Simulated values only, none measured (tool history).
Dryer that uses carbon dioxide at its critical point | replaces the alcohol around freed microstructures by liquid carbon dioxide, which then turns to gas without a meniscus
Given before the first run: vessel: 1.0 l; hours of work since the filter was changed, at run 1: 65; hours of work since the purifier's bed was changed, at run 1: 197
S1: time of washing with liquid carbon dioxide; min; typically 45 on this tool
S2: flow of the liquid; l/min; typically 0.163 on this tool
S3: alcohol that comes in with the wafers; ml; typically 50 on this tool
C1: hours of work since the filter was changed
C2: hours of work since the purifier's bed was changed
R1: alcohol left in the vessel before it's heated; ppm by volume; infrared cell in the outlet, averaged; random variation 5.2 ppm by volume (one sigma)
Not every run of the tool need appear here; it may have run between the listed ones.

Run 1, day 0.000: usual settings; C1 65; C2 197. Result: R1 162 ppm by volume.
Run 2, day 0.433: usual settings but S2 0.100 l/min; C1 70; C2 201. Result: R1 1181 ppm by volume.
Run 3, day 0.925: usual settings; C1 75; C2 206. Result: R1 156 ppm by volume.
Run 4, day 1.158: usual settings; C1 77; C2 208. Result: R1 155 ppm by volume.
Run 5, day 1.525: usual settings but S1 40 min; C1 81; C2 212. Result: R1 271 ppm by volume.
Run 6, day 1.988: usual settings but S1 40 min; C1 85; C2 217. Result: R1 269 ppm by volume.
Run 7, day 2.475: usual settings but S1 40 min; C1 90; C2 221. Result: R1 259 ppm by volume.
Run 8, day 2.750: usual settings but S1 40 min; C1 93; C2 224. Result: R1 266 ppm by volume.
Run 9, day 3.100: usual settings but S1 40 min; C1 96; C2 228. Result: R1 260 ppm by volume.
Run 10, day 3.346: usual settings but S1 40 min; C1 99; C2 230. Result: R1 267 ppm by volume.
Run 11, day 3.646: usual settings but S3 85 ml; C1 102; C2 233. Result: R1 245 ppm by volume.
Run 12, day 3.892: usual settings but S3 85 ml; C1 104; C2 236. Result: R1 244 ppm by volume.
Run 13, day 4.171: usual settings but S2 0.249 l/min; C1 107; C2 238. Result: R1 57 ppm by volume.
Run 14, day 4.462: usual settings but S2 0.249 l/min; C1 110; C2 241. Result: R1 50 ppm by volume.
Run 15, day 4.946: usual settings but S2 0.249 l/min; C1 115; C2 246. Result: R1 63 ppm by volume.
Run 16, day 5.292: usual settings but S1 44 min; C1 118; C2 250. Result: R1 182 ppm by volume.
Run 17, day 5.771: usual settings; C1 123; C2 254. Result: R1 168 ppm by volume.
Run 18, day 6.096: usual settings but S1 40 min; C1 126; C2 258. Result: R1 264 ppm by volume.
Run 19, day 6.550: usual settings; C1 131; C2 262. Result: R1 170 ppm by volume.
Run 20, day 6.912: usual settings but S3 26 ml; C1 134; C2 266. Result: R1 111 ppm by volume.
Run 21, day 7.208: usual settings but S3 26 ml; C1 137; C2 269. Result: R1 124 ppm by volume.
Run 22, day 7.575: usual settings but S3 26 ml; C1 141; C2 272. Result: R1 123 ppm by volume.
Run 23, day 7.883: usual settings but S1 41 min, S3 26 ml; C1 144; C2 276. Result: R1 165 ppm by volume.
Run 24, day 8.188: usual settings but S3 76 ml; C1 147; C2 279. Result: R1 228 ppm by volume.
Run 25, day 8.542: usual settings but S1 40 min, S2 0.219 l/min; C1 151; C2 282. Result: R1 107 ppm by volume.
Run 26, day 8.821: usual settings but S1 44 min; C1 153; C2 285. Result: R1 187 ppm by volume.
Run 27, day 9.071: usual settings but S2 0.256 l/min, S3 29 ml; C1 156; C2 287. Result: R1 70 ppm by volume.
Run 28, day 9.521: usual settings but S1 32 min, S2 0.128 l/min, S3 109 ml; C1 160; C2 292. Result: R1 3689 ppm by volume.

What does the tool deliver on the next run?
Run 29, day 9.796: usual settings but S1 47 min, S2 0.128 l/min, S3 31 ml; C1 163; C2 295. Result: R1 ?.

{"run 29": {"R1": 295}}
Were there no unlogged condition in the tool, this run, its random variation unchanged, would have produced R1 199 ppm by volume.
